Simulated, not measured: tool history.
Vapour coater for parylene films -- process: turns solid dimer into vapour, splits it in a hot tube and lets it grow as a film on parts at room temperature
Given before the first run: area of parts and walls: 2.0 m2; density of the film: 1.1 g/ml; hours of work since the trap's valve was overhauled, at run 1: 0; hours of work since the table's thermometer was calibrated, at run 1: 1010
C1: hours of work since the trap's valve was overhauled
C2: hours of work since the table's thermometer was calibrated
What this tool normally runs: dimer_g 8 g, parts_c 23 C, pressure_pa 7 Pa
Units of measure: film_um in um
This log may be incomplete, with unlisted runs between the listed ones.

Run 1, day 0: usual settings; C1 0; C2 1010. Result: film_um 2.59 um.
Run 2, day 1.479: usual settings; C1 24; C2 1033. Result: film_um 2.56 um.
Run 3, day 2.592: usual settings but pressure_pa 5.41 Pa; C1 42; C2 1051. Result: film_um 2.71 um.
Run 4, day 3.579: usual settings but pressure_pa 5.41 Pa; C1 57; C2 1067. Result: film_um 2.64 um.
Run 5, day 4.758: usual settings; C1 76; C2 1086. Result: film_um 2.45 um.
Run 6, day 5.912: usual settings; C1 95; C2 1104. Result: film_um 2.49 um.
Run 7, day 7.938: usual settings but dimer_g 13 g; C1 127; C2 1137. Result: film_um 3.99 um.
Run 8, day 9.479: usual settings but dimer_g 13 g; C1 152; C2 1161. Result: film_um 3.97 um.
Run 9, day 10.971: usual settings but dimer_g 13 g; C1 176; C2 1185. Result: film_um 3.97 um.
Run 10, day 13.288: usual settings but dimer_g 13 g; C1 213; C2 1222. Result: film_um 3.9 um.
Run 11, day 14.5: usual settings but dimer_g 13 g; C1 232; C2 1242. Result: film_um 3.9 um.
Run 12, day 16.25: usual settings but dimer_g 13 g; C1 260; C2 1270. Result: film_um 3.92 um.
Run 13, day 17.825: usual settings; C1 285; C2 1295. Result: film_um 2.35 um.
Run 14, day 20.167: usual settings; C1 323; C2 1332. Result: film_um 2.32 um.
Run 15, day 22.188: usual settings; C1 355; C2 1365. Result: film_um 2.37 um.
At day 23.504: trap's valve overhauled.
Run 16, day 24.596: usual settings; C1 17; C2 1401. Result: film_um 2.56 um.
Run 17, day 26.325: usual settings but pressure_pa 3.78 Pa; C1 45; C2 1428. Result: film_um 3 um.
Run 18, day 27.654: usual settings but pressure_pa 3.78 Pa; C1 66; C2 1450. Result: film_um 2.87 um.
Run 19, day 28.95: usual settings but dimer_g 4 g, parts_c 25 C, pressure_pa 2.86 Pa; C1 87; C2 1470. Result: film_um 1.49 um.
Run 20, day 29.954: usual settings but dimer_g 4 g, parts_c 27 C, pressure_pa 3.56 Pa; C1 103; C2 1487. Result: film_um 1.34 um.
Run 21, day 32.233: usual settings but dimer_g 6 g, parts_c 18 C, pressure_pa 3.18 Pa; C1 140; C2 1523. Result: film_um 2.51 um.
Run 22, day 34.417: usual settings but dimer_g 13 g, parts_c 27 C, pressure_pa 7.3 Pa; C1 175; C2 1558. Result: film_um 3.61 um.
Run 23, day 35.896: usual settings but dimer_g 6 g, parts_c 31 C, pressure_pa 2.06 Pa; C1 198; C2 1582. Result: film_um 2.03 um.
Run 24, day 37.388: usual settings but dimer_g 11 g, parts_c 18 C, pressure_pa 8.08 Pa; C1 222; C2 1606. Result: film_um 3.54 um.
Run 25, day 38.462: usual settings but dimer_g 11 g, parts_c 18 C, pressure_pa 8.08 Pa; C1 240; C2 1623. Result: film_um 3.5 um.
Run 26, day 40.217: usual settings but dimer_g 11 g, parts_c 16 C, pressure_pa 2.51 Pa; C1 268; C2 1651. Result: film_um 4.47 um.
Run 27, day 42.517: usual settings but pressure_pa 9.11 Pa; C1 304; C2 1688. Result: film_um 2.19 um.
Run 28, day 44.333: usual settings but pressure_pa 9.11 Pa; C1 334; C2 1717. Result: film_um 2.18 um.
Run 29, day 45.512: usual settings but dimer_g 3 g, pressure_pa 2.87 Pa; C1 352; C2 1736. Result: film_um 1.13 um.
At day 47.025: trap's valve overhauled.
Run 30, day 47.646: usual settings but parts_c 18 C, pressure_pa 4.92 Pa; C1 10; C2 1767. Result: film_um 3.12 um.
Run 31, day 49.083: usual settings but dimer_g 4 g, parts_c 29 C, pressure_pa 2.12 Pa; C1 33; C2 1790. Result: film_um 1.5 um.
At day 50.2: table's thermometer calibrated.
Run 32, day 50.633: usual settings but dimer_g 4 g, parts_c 29 C, pressure_pa 2.12 Pa; C1 57; C2 7. Result: film_um 1.46 um.
Run 33, day 52.712: usual settings but dimer_g 4 g, parts_c 29 C, pressure_pa 2.12 Pa; C1 90; C2 40. Result: film_um 1.45 um.

Forecast each of these 3 alternatives for the next run:
Run A, day 54.046: usual settings but dimer_g 4 g; C1 112; C2 62. Result: film_um ?.
Run B, day 54.046: usual settings but dimer_g 13 g, parts_c 29 C, pressure_pa 2.12 Pa; C1 112; C2 62. Result: film_um ?.
Run C, day 54.046: usual settings but dimer_g 7 g, parts_c 22 C, pressure_pa 8.46 Pa; C1 112; C2 62. Result: film_um ?.

run  film_um
  A     1.24
  B     4.72
  C     2.11
What these runs would have given with no unlogged condition in the tool:
run  film_um
  A     1.28
  B     4.89
  C     2.19

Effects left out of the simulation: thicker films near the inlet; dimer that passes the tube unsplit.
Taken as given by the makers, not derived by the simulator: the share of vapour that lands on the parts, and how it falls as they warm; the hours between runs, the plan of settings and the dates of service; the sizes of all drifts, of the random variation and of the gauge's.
